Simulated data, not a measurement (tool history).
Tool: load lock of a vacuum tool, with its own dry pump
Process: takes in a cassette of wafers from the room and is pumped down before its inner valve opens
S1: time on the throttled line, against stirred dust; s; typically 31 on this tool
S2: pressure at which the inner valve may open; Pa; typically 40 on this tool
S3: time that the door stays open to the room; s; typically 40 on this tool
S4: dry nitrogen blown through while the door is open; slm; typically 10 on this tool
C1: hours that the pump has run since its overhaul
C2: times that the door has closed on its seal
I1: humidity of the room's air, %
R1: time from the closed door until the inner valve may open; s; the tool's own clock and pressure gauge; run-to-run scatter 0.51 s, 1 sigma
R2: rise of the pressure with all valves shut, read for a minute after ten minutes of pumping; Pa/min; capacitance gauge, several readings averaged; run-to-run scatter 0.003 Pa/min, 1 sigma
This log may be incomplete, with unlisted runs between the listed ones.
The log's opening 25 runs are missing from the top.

| run | hour | S1 | S2 | S3 | S4 | C1 | C2 | I1 | R1 | R2 |
|---|---|---|---|---|---|---|---|---|---|---|
| 26 | 2137.5 | 31 | 40 | 34 | 10 | 4417 | 49100 | 40.8 | 70.7 | 0.147 |
| 27 | 2256.8 | 31 | 43 | 180 | 24 | 4537 | 49657 | 43.2 | 70.3 | 0.168 |
| 28 | 2332.0 | 49 | 35 | 36 | 5 | 4612 | 50008 | 46.9 | 86.0 | 0.171 |
| 29 | 2382.3 | 31 | 76 | 35 | 9 | 4662 | 50243 | 44.3 | 67.3 | 0.158 |
| 30 | 2458.1 | 27 | 32 | 115 | 45 | 4738 | 50596 | 44.7 | 70.1 | 0.146 |
| 31 | 2557.9 | 16 | 48 | 191 | 27 | 4838 | 51062 | 44.5 | 58.6 | 0.176 |
| 32 | 2678.3 | 16 | 48 | 191 | 27 | 4958 | 51623 | 48.8 | 59.4 | 0.178 |
| 33 | 2768.5 | 16 | 48 | 191 | 27 | 5048 | 52044 | 47.2 | 59.2 | 0.181 |
| 34 | 2882.7 | 31 | 40 | 40 | 40 | 5162 | 52577 | 44.2 | 71.3 | 0.149 |
| 35 | 2954.0 | 42 | 52 | 47 | 5 | 5234 | 52910 | 43.9 | 77.3 | 0.177 |
|  | 3008.2 | door's seal changed, seat wiped |
| 36 | 3051.5 | 35 | 52 | 47 | 5 | 5330 | 202 | 45.2 | 73.5 | 0.062 |

5 options for the next run, each taken on its own from the tool as it stands now. Forecast them:
| A | 3141.1 | 31 | 40 | 149 | 10 | 5419 | 620 | 43.1 | ? | ? |
| B | 3141.1 | 35 | 52 | 47 | 44 | 5419 | 620 | 46.7 | ? | ? |
| C | 3141.1 | 31 | 52 | 40 | 10 | 5419 | 620 | 45.8 | ? | ? |
| D | 3141.1 | 31 | 74 | 40 | 6 | 5419 | 620 | 47.0 | ? | ? |
| E | 3141.1 | 35 | 54 | 51 | 15 | 5419 | 620 | 47.1 | ? | ? |

| run | R1 | R2 |
|---|---|---|
| A | 72.2 | 0.089 |
| B | 73.5 | 0.027 |
| C | 69.7 | 0.057 |
| D | 67.2 | 0.062 |
| E | 72.6 | 0.055 |
Without the tool's hidden state the same runs would have given:
| run | R1 | R2 |
|---|---|---|
| A | 68.2 | 0.087 |
| B | 69.8 | 0.025 |
| C | 65.9 | 0.055 |
| D | 63.6 | 0.060 |
| E | 69.0 | 0.053 |
